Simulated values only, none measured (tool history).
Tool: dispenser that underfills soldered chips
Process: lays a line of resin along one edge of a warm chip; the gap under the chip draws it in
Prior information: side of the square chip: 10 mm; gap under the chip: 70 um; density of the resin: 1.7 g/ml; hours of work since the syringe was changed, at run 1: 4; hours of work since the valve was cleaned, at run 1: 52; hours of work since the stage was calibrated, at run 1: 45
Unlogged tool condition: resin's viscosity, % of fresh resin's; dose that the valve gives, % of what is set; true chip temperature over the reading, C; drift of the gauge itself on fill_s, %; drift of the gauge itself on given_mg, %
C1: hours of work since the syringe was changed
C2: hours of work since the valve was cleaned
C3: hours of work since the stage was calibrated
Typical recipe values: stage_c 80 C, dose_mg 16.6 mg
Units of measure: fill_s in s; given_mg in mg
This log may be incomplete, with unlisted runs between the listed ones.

run 1 day=0 | stage_c=80 dose_mg=16.6 | C1=4 C2=52 C3=45 | fill_s=102 given_mg=15.91
run 2 day=0.262 | stage_c=68 dose_mg=16.6 | C1=9 C2=56 C3=49 | fill_s=177.5 given_mg=15.95
-- day=0.338 new syringe of resin
run 3 day=0.546 | stage_c=68 dose_mg=16.6 | C1=3 C2=61 C3=53 | fill_s=149.8 given_mg=15.94
run 4 day=0.767 | stage_c=68 dose_mg=16.6 | C1=7 C2=64 C3=57 | fill_s=172.4 given_mg=15.77
run 5 day=0.879 | stage_c=80 dose_mg=16.6 | C1=9 C2=66 C3=59 | fill_s=126.1 given_mg=15.63
-- day=0.958 new syringe of resin
run 6 day=1.038 | stage_c=80 dose_mg=16.6 | C1=1 C2=68 C3=61 | fill_s=91.1 given_mg=15.68
run 7 day=1.179 | stage_c=80 dose_mg=16.6 | C1=4 C2=71 C3=63 | fill_s=100.1 given_mg=15.72
run 8 day=1.396 | stage_c=80 dose_mg=17.3 | C1=7 C2=74 C3=67 | fill_s=115.3 given_mg=16.4
-- day=1.558 new syringe of resin
run 9 day=1.683 | stage_c=80 dose_mg=17.3 | C1=2 C2=79 C3=71 | fill_s=94.9 given_mg=16.39
run 10 day=1.842 | stage_c=80 dose_mg=17.3 | C1=5 C2=81 C3=74 | fill_s=105.1 given_mg=16.32
run 11 day=2.104 | stage_c=80 dose_mg=17.3 | C1=9 C2=85 C3=78 | fill_s=123.2 given_mg=16.17
-- day=2.179 new syringe of resin
run 12 day=2.238 | stage_c=80 dose_mg=17.3 | C1=1 C2=87 C3=80 | fill_s=88.5 given_mg=16.1
run 13 day=2.367 | stage_c=80 dose_mg=17.3 | C1=3 C2=89 C3=82 | fill_s=94.8 given_mg=16.21
run 14 day=2.617 | stage_c=80 dose_mg=17.3 | C1=7 C2=93 C3=86 | fill_s=113.2 given_mg=16.08
-- day=2.788 new syringe of resin
run 15 day=2.912 | stage_c=80 dose_mg=17.3 | C1=2 C2=98 C3=91 | fill_s=92.6 given_mg=15.98
run 16 day=3.092 | stage_c=86 dose_mg=15.4 | C1=5 C2=101 C3=93 | fill_s=89.5 given_mg=14.09
run 17 day=3.3 | stage_c=86 dose_mg=15.4 | C1=8 C2=104 C3=97 | fill_s=101.4 given_mg=14.16
-- day=3.4 new syringe of resin
-- day=3.521 dispensing valve cleaned and set on the balance
run 18 day=3.579 | stage_c=67 dose_mg=17.7 | C1=2 C2=1 C3=100 | fill_s=144.8 given_mg=17.75
run 19 day=3.758 | stage_c=67 dose_mg=17.7 | C1=5 C2=4 C3=103 | fill_s=160.4 given_mg=17.77
run 20 day=4.008 | stage_c=67 dose_mg=17.7 | C1=9 C2=8 C3=107 | fill_s=188.3 given_mg=17.65
-- day=4.042 new syringe of resin
run 21 day=4.267 | stage_c=80 dose_mg=19.3 | C1=4 C2=12 C3=111 | fill_s=97.4 given_mg=19.05
run 22 day=4.517 | stage_c=91 dose_mg=19.9 | C1=8 C2=16 C3=115 | fill_s=80.1 given_mg=19.7
-- day=4.654 new syringe of resin
run 23 day=4.75 | stage_c=79 dose_mg=14.7 | C1=2 C2=19 C3=119 | fill_s=100.7 given_mg=14.51
run 24 day=4.921 | stage_c=76 dose_mg=19.9 | C1=4 C2=22 C3=122 | fill_s=113.8 given_mg=19.58
run 25 day=5.138 | stage_c=77 dose_mg=16.3 | C1=8 C2=26 C3=125 | fill_s=132.6 given_mg=15.93
-- day=5.262 new syringe of resin
run 26 day=5.429 | stage_c=78 dose_mg=14.7 | C1=3 C2=30 C3=130 | fill_s=106.3 given_mg=14.36

Difference, measured minus no-hidden-state, one row per run. Run-to-run variation is common to both terms; the gauge's own scatter need not be:
run=1 fill_s=+14.4 given_mg=-0.65
run=2 fill_s=+49.2 given_mg=-0.7
run=3 fill_s=+18.2 given_mg=-0.76
run=4 fill_s=+41.1 given_mg=-0.81
run=5 fill_s=+37.1 given_mg=-0.83
run=6 fill_s=+4.7 given_mg=-0.85
run=7 fill_s=+13.5 given_mg=-0.88
run=8 fill_s=+28.4 given_mg=-0.98
run=9 fill_s=+8.1 given_mg=-1.04
run=10 fill_s=+18.5 given_mg=-1.07
run=11 fill_s=+37.3 given_mg=-1.12
run=12 fill_s=+2 given_mg=-1.14
run=13 fill_s=+9.7 given_mg=-1.18
run=14 fill_s=+27.1 given_mg=-1.23
run=15 fill_s=+6.1 given_mg=-1.29
run=16 fill_s=+16 given_mg=-1.17
run=17 fill_s=+28.5 given_mg=-1.22
run=18 fill_s=+9.8 given_mg=+0.07
run=19 fill_s=+27.2 given_mg=+0.03
run=20 fill_s=+55.5 given_mg=-0.02
run=21 fill_s=+12.2 given_mg=-0.09
run=22 fill_s=+20.6 given_mg=-0.15
run=23 fill_s=+5.6 given_mg=-0.16
run=24 fill_s=+17.2 given_mg=-0.25
run=25 fill_s=+35.2 given_mg=-0.24
run=26 fill_s=+10.1 given_mg=-0.27
